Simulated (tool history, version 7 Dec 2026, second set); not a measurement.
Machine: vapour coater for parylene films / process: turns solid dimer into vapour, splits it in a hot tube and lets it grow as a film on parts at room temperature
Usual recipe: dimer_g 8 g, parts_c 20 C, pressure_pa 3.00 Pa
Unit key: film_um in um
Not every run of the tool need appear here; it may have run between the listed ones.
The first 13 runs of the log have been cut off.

run,hour,dimer_g,parts_c,pressure_pa,hours of work since the trap's valve was overhauled,hours of work since the table's thermometer was calibrated,film_um
14,314.1,8,14,3.00,208,1140,6.96
15,343.1,8,14,2.10,227,1159,7.00
16,375.5,6,24,5.37,249,1180,4.22
17,408.3,9,13,4.12,270,1202,7.50
# hour 428.1: trap's valve overhauled
18,443.1,12,17,7.47,10,1222,10.12
19,473.6,12,17,7.47,30,1243,10.00
20,509.2,9,26,3.47,54,1266,6.82
21,540.6,3,28,7.49,74,1287,2.11
22,570.7,7,23,9.30,94,1307,5.08
23,593.6,7,23,9.30,110,1322,4.97
24,620.8,5,13,2.48,128,1340,4.65
25,654.3,4,13,5.69,150,1362,3.47
26,677.0,5,24,6.95,165,1377,3.48
27,699.4,4,13,2.18,180,1392,3.68
28,735.6,12,13,8.63,204,1416,9.79
29,768.3,14,21,5.02,225,1438,10.48
30,788.7,12,28,5.02,239,1451,7.82

Predict each of these 4 candidate next runs independently; none follows another, all start after run 30:
A,817.8,8,20,3.79,258,1470,?
B,817.8,4,21,3.00,258,1470,?
C,817.8,10,12,2.05,258,1470,?
D,817.8,8,20,2.63,258,1470,?

run,film_um
A,6.15
B,2.96
C,9.18
D,6.21
Without the tool's hidden state the same runs would have given:
run,film_um
A,6.83
B,3.29
C,10.20
D,6.91
